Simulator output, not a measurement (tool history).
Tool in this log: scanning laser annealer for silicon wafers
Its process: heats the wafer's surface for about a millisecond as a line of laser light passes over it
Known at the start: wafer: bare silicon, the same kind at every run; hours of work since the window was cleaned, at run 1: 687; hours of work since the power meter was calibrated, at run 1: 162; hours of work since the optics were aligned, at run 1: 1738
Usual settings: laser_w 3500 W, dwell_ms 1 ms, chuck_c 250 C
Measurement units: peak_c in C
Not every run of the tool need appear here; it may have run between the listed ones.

run,hour,laser_w,dwell_ms,chuck_c,hours of work since the window was cleaned,hours of work since the power meter was calibrated,hours of work since the optics were aligned,peak_c
1,0,3500,1,250,687,162,1738,957
2,24.4,3823,1,250,697,172,1748,1036
3,66.9,3500,1,214,716,190,1766,923
4,101.2,3500,1.1,250,730,205,1781,991
5,127.9,3500,1,250,741,216,1792,961
6,158.6,3500,1,250,754,229,1805,959
7,196.2,3500,1,250,770,245,1821,961
8,242.2,3399,1,250,790,265,1841,939
9,282.9,3264,1,250,807,282,1858,908
# hour 307.3: optics aligned, line set to its width
10,338.9,3583,1.02,254,829,304,13,991
11,384.2,3530,0.95,233,848,323,33,934
12,427.4,3530,0.95,233,867,341,51,935
13,461,3530,0.95,233,881,356,65,936
14,485.7,3039,1,212,891,366,76,823
15,511,3075,0.72,252,902,377,87,786
16,553.6,3075,0.72,252,920,395,105,783

Forecast each of these 5 alternatives for the next run:
A,597.4,3493,1,263,939,414,123,?
B,597.4,3321,1,250,939,414,123,?
C,597.4,3477,0.72,216,939,414,123,?
D,597.4,3075,0.72,219,939,414,123,?
E,597.4,3520,0.72,268,939,414,123,?

run,peak_c
A,975
B,921
C,826
D,748
E,884
Had the tool no hidden state, the same runs would have come out as:
run,peak_c
A,976
B,921
C,826
D,749
E,885
